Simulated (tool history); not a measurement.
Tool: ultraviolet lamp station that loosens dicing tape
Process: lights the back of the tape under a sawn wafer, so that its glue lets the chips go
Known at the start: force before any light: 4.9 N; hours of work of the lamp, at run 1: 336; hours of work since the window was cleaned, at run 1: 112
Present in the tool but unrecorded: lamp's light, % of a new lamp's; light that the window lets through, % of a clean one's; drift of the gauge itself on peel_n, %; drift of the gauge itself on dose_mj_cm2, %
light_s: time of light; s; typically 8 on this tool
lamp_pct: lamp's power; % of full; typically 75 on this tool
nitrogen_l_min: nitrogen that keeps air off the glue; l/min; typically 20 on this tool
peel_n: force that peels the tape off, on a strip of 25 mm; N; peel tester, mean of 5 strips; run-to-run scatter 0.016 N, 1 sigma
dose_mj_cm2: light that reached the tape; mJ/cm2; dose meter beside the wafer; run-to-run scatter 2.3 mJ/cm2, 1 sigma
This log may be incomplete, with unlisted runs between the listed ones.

| run | day | light_s | lamp_pct | nitrogen_l_min | hours of work of the lamp | hours of work since the window was cleaned | peel_n | dose_mj_cm2 |
|---|---|---|---|---|---|---|---|---|
| 1 | 0.000 | 8 | 75 | 20 | 336 | 112 | 0.895 | 196 |
| 2 | 0.642 | 8 | 94 | 20 | 344 | 120 | 0.634 | 244 |
| 3 | 1.438 | 8 | 94 | 20 | 354 | 130 | 0.634 | 241 |
| 4 | 2.058 | 8 | 75 | 20 | 361 | 138 | 0.936 | 191 |
|  | 2.171 | window cleaned of glue's vapour |
| 5 | 3.112 | 8 | 75 | 20 | 374 | 11 | 0.931 | 185 |
| 6 | 3.804 | 8 | 75 | 20 | 382 | 20 | 0.958 | 185 |
| 7 | 4.454 | 8 | 75 | 20 | 390 | 28 | 0.973 | 189 |
| 8 | 5.054 | 5 | 87 | 20 | 398 | 35 | 1.440 | 135 |
| 9 | 6.017 | 15 | 64 | 22 | 409 | 47 | 0.443 | 290 |
|  | 6.279 | window cleaned of glue's vapour, once more |
| 10 | 6.792 | 15 | 64 | 22 | 419 | 6 | 0.379 | 315 |
| 11 | 8.017 | 6 | 61 | 20 | 433 | 21 | 1.599 | 122 |

Forecast each of these 4 alternatives for the next run:
| A | 9.254 | 6 | 71 | 20 | 449 | 36 | ? | ? |
| B | 9.254 | 6 | 97 | 8 | 449 | 36 | ? | ? |
| C | 9.254 | 5 | 89 | 31 | 449 | 36 | ? | ? |
| D | 9.254 | 8 | 94 | 20 | 449 | 36 | ? | ? |

| run | peel_n | dose_mj_cm2 |
|---|---|---|
| A | 1.343 | 137 |
| B | 1.501 | 188 |
| C | 1.066 | 145 |
| D | 0.612 | 241 |
Without the tool's unlogged condition, the same runs would have read:
| run | peel_n | dose_mj_cm2 |
|---|---|---|
| A | 1.180 | 152 |
| B | 1.329 | 209 |
| C | 0.918 | 161 |
| D | 0.516 | 268 |
